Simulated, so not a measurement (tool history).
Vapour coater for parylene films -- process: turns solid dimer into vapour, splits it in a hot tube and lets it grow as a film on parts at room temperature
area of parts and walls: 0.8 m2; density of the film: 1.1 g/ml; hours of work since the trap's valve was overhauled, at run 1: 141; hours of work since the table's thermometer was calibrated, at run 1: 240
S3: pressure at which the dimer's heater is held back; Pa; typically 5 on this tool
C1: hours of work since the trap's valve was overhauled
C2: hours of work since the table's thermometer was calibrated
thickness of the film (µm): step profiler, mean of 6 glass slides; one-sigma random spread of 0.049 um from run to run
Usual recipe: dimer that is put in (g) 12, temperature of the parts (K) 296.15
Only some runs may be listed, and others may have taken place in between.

Run 1, hour 0: usual settings; C1 141; C2 240. Result: thickness of the film (µm) 6.79.
Run 2, hour 9.8: usual settings; C1 148; C2 246. Result: thickness of the film (µm) 6.68.
Run 3, hour 28.1: usual settings; C1 160; C2 259. Result: thickness of the film (µm) 6.71.
Run 4, hour 38.4: usual settings; C1 167; C2 266. Result: thickness of the film (µm) 6.66.
Run 5, hour 48.7: usual settings; C1 174; C2 273. Result: thickness of the film (µm) 6.67.
Run 6, hour 65.8: usual settings; C1 185; C2 284. Result: thickness of the film (µm) 6.66.
Run 7, hour 75.9: usual settings but dimer that is put in (g) 8; C1 192; C2 291. Result: thickness of the film (µm) 4.47.
Run 8, hour 95.7: usual settings but dimer that is put in (g) 8; C1 205; C2 304. Result: thickness of the film (µm) 4.37.
Run 9, hour 111.7: usual settings but dimer that is put in (g) 8; C1 216; C2 315. Result: thickness of the film (µm) 4.46.
Run 10, hour 120.8: usual settings but dimer that is put in (g) 8; C1 222; C2 321. Result: thickness of the film (µm) 4.4.
Run 11, hour 139.9: usual settings but dimer that is put in (g) 8; C1 235; C2 334. Result: thickness of the film (µm) 4.37.
Run 12, hour 153.8: usual settings but dimer that is put in (g) 15; C1 244; C2 343. Result: thickness of the film (µm) 8.16.
Run 13, hour 164: usual settings; C1 251; C2 350. Result: thickness of the film (µm) 6.59.
Run 14, hour 184.1: usual settings; C1 265; C2 363. Result: thickness of the film (µm) 6.54.
Run 15, hour 201.8: usual settings; C1 276; C2 375. Result: thickness of the film (µm) 6.48.
At hour 204.2: table's thermometer calibrated.
Run 16, hour 212.7: usual settings but dimer that is put in (g) 7, temperature of the parts (K) 289.15, S3 3.38 Pa; C1 283; C2 6. Result: thickness of the film (µm) 4.95.
Run 17, hour 226.2: usual settings but dimer that is put in (g) 13; C1 292; C2 15. Result: thickness of the film (µm) 7.04.
Run 18, hour 242.3: usual settings but dimer that is put in (g) 13; C1 303; C2 26. Result: thickness of the film (µm) 6.97.
Run 19, hour 254.9: usual settings but dimer that is put in (g) 13; C1 311; C2 34. Result: thickness of the film (µm) 6.93.
Run 20, hour 273.7: usual settings but dimer that is put in (g) 21, S3 5.67 Pa; C1 324; C2 47. Result: thickness of the film (µm) 11.11.
Run 21, hour 289.8: usual settings but dimer that is put in (g) 20, S3 2.02 Pa; C1 335; C2 57. Result: thickness of the film (µm) 11.61.
Run 22, hour 302: usual settings but dimer that is put in (g) 5, temperature of the parts (K) 305.15, S3 2.24 Pa; C1 343; C2 66. Result: thickness of the film (µm) 2.14.
At hour 312: table's thermometer calibrated, once more.
Run 23, hour 316.8: usual settings but temperature of the parts (K) 302.15, S3 4.86 Pa; C1 352; C2 3. Result: thickness of the film (µm) 5.38.
Run 24, hour 329.5: usual settings but dimer that is put in (g) 21, S3 10.73 Pa; C1 361; C2 12. Result: thickness of the film (µm) 10.48.
Run 25, hour 344.6: usual settings but dimer that is put in (g) 6, temperature of the parts (K) 295.15, S3 4.61 Pa; C1 371; C2 22. Result: thickness of the film (µm) 3.28.
Run 26, hour 360.6: usual settings but dimer that is put in (g) 6, temperature of the parts (K) 294.15, S3 5.75 Pa; C1 382; C2 33. Result: thickness of the film (µm) 3.31.
Run 27, hour 376: usual settings but dimer that is put in (g) 20, temperature of the parts (K) 291.15, S3 4.82 Pa; C1 392; C2 43. Result: thickness of the film (µm) 12.31.
Run 28, hour 393.1: usual settings but dimer that is put in (g) 18, temperature of the parts (K) 306.15, S3 2.5 Pa; C1 403; C2 54. Result: thickness of the film (µm) 7.4.
Run 29, hour 409: usual settings but temperature of the parts (K) 289.15, S3 4.1 Pa; C1 414; C2 65. Result: thickness of the film (µm) 8.06.

Hidden state or all else? Some run-to-run changes of thickness of the film (µm), split into what the settings, what came in and random variation would give without the hidden state, and what is left for the hidden state (with any gauge scatter that isn't in both results):
Hidden state present: vapour lost through the trap's worn valve, %; true temperature of the parts over the reading, C; drift of the gauge itself on film_um, %.
Run 21 -> 22: dimer that is put in (g) 20 -> 5, temperature of the parts (K) 296.15 -> 305.15, S3 2.02 -> 2.24. thickness of the film (µm) -9.47: hidden state +0.89, all else -10.36.
Run 26 -> 27: dimer that is put in (g) 6 -> 20, temperature of the parts (K) 294.15 -> 291.15, S3 5.75 -> 4.82. thickness of the film (µm) +9: hidden state -0.89, all else +9.89.
